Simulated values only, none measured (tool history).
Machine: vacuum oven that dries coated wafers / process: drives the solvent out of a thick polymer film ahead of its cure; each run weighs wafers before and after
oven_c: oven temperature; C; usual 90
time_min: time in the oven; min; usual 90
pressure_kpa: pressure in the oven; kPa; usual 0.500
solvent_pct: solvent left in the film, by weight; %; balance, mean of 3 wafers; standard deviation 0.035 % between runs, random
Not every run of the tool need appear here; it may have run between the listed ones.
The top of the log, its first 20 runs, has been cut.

{"run": 21, "hour": 208.6, "oven_c": 90, "time_min": 90, "pressure_kpa": 0.5, "solvent_pct": 2.14}
{"run": 22, "hour": 219.5, "oven_c": 90, "time_min": 90, "pressure_kpa": 0.561, "solvent_pct": 2.12}
{"run": 23, "hour": 225.5, "oven_c": 90, "time_min": 90, "pressure_kpa": 0.561, "solvent_pct": 2.09}
{"run": 24, "hour": 238.1, "oven_c": 95, "time_min": 89, "pressure_kpa": 0.656, "solvent_pct": 1.27}
{"run": 25, "hour": 245.1, "oven_c": 90, "time_min": 101, "pressure_kpa": 0.303, "solvent_pct": 1.68}
{"run": 26, "hour": 255.6, "oven_c": 90, "time_min": 101, "pressure_kpa": 0.903, "solvent_pct": 2.0}
{"run": 27, "hour": 261.1, "oven_c": 100, "time_min": 90, "pressure_kpa": 1.847, "solvent_pct": 1.11}
{"run": 28, "hour": 270.9, "oven_c": 81, "time_min": 90, "pressure_kpa": 0.374, "solvent_pct": 4.76}
{"run": 29, "hour": 276.2, "oven_c": 81, "time_min": 90, "pressure_kpa": 0.374, "solvent_pct": 4.73}
{"run": 30, "hour": 289.0, "oven_c": 79, "time_min": 148, "pressure_kpa": 0.321, "solvent_pct": 3.28}
{"run": 31, "hour": 301.4, "oven_c": 79, "time_min": 148, "pressure_kpa": 0.321, "solvent_pct": 3.33}
{"run": 32, "hour": 307.9, "oven_c": 77, "time_min": 79, "pressure_kpa": 0.979, "solvent_pct": 6.84}
{"run": 33, "hour": 318.7, "oven_c": 78, "time_min": 59, "pressure_kpa": 0.383, "solvent_pct": 7.37}
{"run": 34, "hour": 326.8, "oven_c": 78, "time_min": 51, "pressure_kpa": 0.383, "solvent_pct": 7.73}
{"run": 35, "hour": 335.6, "oven_c": 85, "time_min": 143, "pressure_kpa": 0.371, "solvent_pct": 1.85}

Run 36, settings as shown, results not yet in. Your forecast:
{"run": 36, "hour": 346.4, "oven_c": 85, "time_min": 58, "pressure_kpa": 0.265, "solvent_pct": "?"}

{"run 36": {"solvent_pct": 5.26}}
On a tool with no hidden condition, and with the same random variation, this run would have come out at solvent_pct 5.26 %.

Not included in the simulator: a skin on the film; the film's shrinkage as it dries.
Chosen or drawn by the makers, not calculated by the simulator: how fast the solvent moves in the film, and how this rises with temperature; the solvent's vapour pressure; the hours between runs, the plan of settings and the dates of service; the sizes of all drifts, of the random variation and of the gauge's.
